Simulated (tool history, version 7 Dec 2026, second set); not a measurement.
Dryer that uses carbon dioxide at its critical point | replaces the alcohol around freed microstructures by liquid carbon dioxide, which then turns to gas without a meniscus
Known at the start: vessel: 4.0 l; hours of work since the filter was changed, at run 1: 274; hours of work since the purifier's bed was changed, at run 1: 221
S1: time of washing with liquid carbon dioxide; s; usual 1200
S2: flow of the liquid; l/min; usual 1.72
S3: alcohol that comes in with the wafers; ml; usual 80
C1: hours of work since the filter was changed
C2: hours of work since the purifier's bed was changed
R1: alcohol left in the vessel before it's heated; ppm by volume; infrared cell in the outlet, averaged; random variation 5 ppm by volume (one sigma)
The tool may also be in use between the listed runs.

run 1 hour=0 | S1=1200 S2=1.72 S3=80 | C1=274 C2=221 | R1=135
run 2 hour=41.7 | S1=1200 S2=1.72 S3=80 | C1=294 C2=240 | R1=138
run 3 hour=78.6 | S1=1200 S2=1.72 S3=80 | C1=311 C2=257 | R1=154
run 4 hour=108.1 | S1=1200 S2=1.72 S3=80 | C1=324 C2=271 | R1=164
run 5 hour=142.9 | S1=1200 S2=1.72 S3=80 | C1=341 C2=287 | R1=158
run 6 hour=163.8 | S1=1200 S2=2.76 S3=80 | C1=350 C2=297 | R1=139

Forecast run 7:
run 7 hour=202 | S1=1140 S2=1.72 S3=80 | C1=368 C2=314 | R1=?

{"run 7": {"R1": 184}}
Without the tool's hidden state the same run would have given R1 16 ppm by volume.
